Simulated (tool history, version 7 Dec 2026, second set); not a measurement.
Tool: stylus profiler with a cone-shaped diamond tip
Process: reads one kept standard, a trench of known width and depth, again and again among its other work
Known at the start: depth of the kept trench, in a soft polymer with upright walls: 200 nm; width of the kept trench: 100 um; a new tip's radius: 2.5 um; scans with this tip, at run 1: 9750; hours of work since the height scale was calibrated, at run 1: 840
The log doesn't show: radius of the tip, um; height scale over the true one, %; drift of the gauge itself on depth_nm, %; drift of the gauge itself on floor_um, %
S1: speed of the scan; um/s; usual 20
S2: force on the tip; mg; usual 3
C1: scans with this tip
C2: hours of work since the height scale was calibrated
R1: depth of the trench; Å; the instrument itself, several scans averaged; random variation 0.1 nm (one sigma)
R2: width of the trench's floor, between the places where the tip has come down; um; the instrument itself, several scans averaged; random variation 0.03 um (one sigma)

Run 1, hour 0: usual settings; C1 9750; C2 840. Result: R1 2028.5 Å, R2 97.5 um.
Run 2, hour 39.3: usual settings; C1 9972; C2 859. Result: R1 2030.2 Å, R2 97.51 um.
Run 3, hour 100.8: usual settings; C1 10318; C2 889. Result: R1 2029 Å, R2 97.49 um.
Run 4, hour 149: usual settings; C1 10589; C2 912. Result: R1 2029.3 Å, R2 97.53 um.
Run 5, hour 187.6: usual settings but S1 26 um/s; C1 10807; C2 931. Result: R1 2029.2 Å, R2 97.46 um.
Run 6, hour 264.6: usual settings; C1 11241; C2 968. Result: R1 2028.8 Å, R2 97.42 um.
Run 7, hour 306.8: usual settings; C1 11478; C2 989. Result: R1 2029.3 Å, R2 97.41 um.
Run 8, hour 385.1: usual settings; C1 11920; C2 1026. Result: R1 2029.5 Å, R2 97.41 um.
Run 9, hour 448.3: usual settings; C1 12276; C2 1057. Result: R1 2029.9 Å, R2 97.43 um.
Run 10, hour 486.3: usual settings; C1 12489; C2 1076. Result: R1 2029.9 Å, R2 97.4 um.
Run 11, hour 546.6: usual settings; C1 12829; C2 1105. Result: R1 2032.3 Å, R2 97.43 um.
At hour 551.5: height scale calibrated on a step standard.
Run 12, hour 610.8: usual settings; C1 13188; C2 29. Result: R1 2033.6 Å, R2 97.44 um.
Run 13, hour 671.4: usual settings; C1 13529; C2 58. Result: R1 2034.2 Å, R2 97.33 um.
Run 14, hour 730.1: usual settings; C1 13860; C2 87. Result: R1 2033.8 Å, R2 97.36 um.
Run 15, hour 782.5: usual settings but S1 6 um/s; C1 14155; C2 112. Result: R1 2035.5 Å, R2 97.44 um.
Run 16, hour 841.1: usual settings but S1 33 um/s; C1 14485; C2 140. Result: R1 2035.3 Å, R2 97.29 um.
At hour 891.9: height scale calibrated on a step standard, once more.
Run 17, hour 903.2: usual settings but S1 29 um/s; C1 14832; C2 5. Result: R1 2023.7 Å, R2 97.3 um.
Run 18, hour 962.6: usual settings but S1 17 um/s, S2 5.54 mg; C1 15166; C2 34. Result: R1 2034.8 Å, R2 97.4 um.
Run 19, hour 995.9: usual settings but S1 17 um/s, S2 5.54 mg; C1 15354; C2 50. Result: R1 2035.2 Å, R2 97.34 um.
At hour 1009: new tip fitted, height scale calibrated.
Run 20, hour 1049.8: usual settings but S1 11 um/s, S2 2.11 mg; C1 229; C2 20. Result: R1 2018.6 Å, R2 97.94 um.
Run 21, hour 1111.6: usual settings but S1 7 um/s, S2 6.93 mg; C1 578; C2 50. Result: R1 2039.9 Å, R2 97.94 um.
Run 22, hour 1188.5: usual settings but S1 7 um/s, S2 6.93 mg; C1 1011; C2 87. Result: R1 2039.8 Å, R2 97.92 um.
Run 23, hour 1235.8: usual settings but S1 19 um/s, S2 8.26 mg; C1 1277; C2 110. Result: R1 2045.3 Å, R2 97.92 um.
Run 24, hour 1282.9: usual settings but S1 19 um/s, S2 8.26 mg; C1 1542; C2 133. Result: R1 2045.3 Å, R2 97.9 um.
Run 25, hour 1344: usual settings but S1 19 um/s, S2 7.99 mg; C1 1887; C2 163. Result: R1 2045 Å, R2 97.84 um.

4 ways to go on from here, each from the tool as it stands after run 25. What would each give?
Run A, hour 1408.2: usual settings but S1 55 um/s, S2 4.06 mg; C1 2248; C2 194. Result: R1 ?, R2 ?.
Run B, hour 1408.2: usual settings but S1 23 um/s, S2 3.69 mg; C1 2248; C2 194. Result: R1 ?, R2 ?.
Run C, hour 1408.2: usual settings but S1 10 um/s, S2 3.19 mg; C1 2248; C2 194. Result: R1 ?, R2 ?.
Run D, hour 1408.2: usual settings but S1 19 um/s, S2 4.67 mg; C1 2248; C2 194. Result: R1 ?, R2 ?.

run      R1     R2
  A    2028   97.7
  B  2028.2   97.8
  C    2025  97.89
  D    2030  97.84
Without the tool's hidden state the same runs would have given:
run      R1     R2
  A  2026.7   97.8
  B  2026.9  97.91
  C  2023.7     98
  D  2028.7  97.95
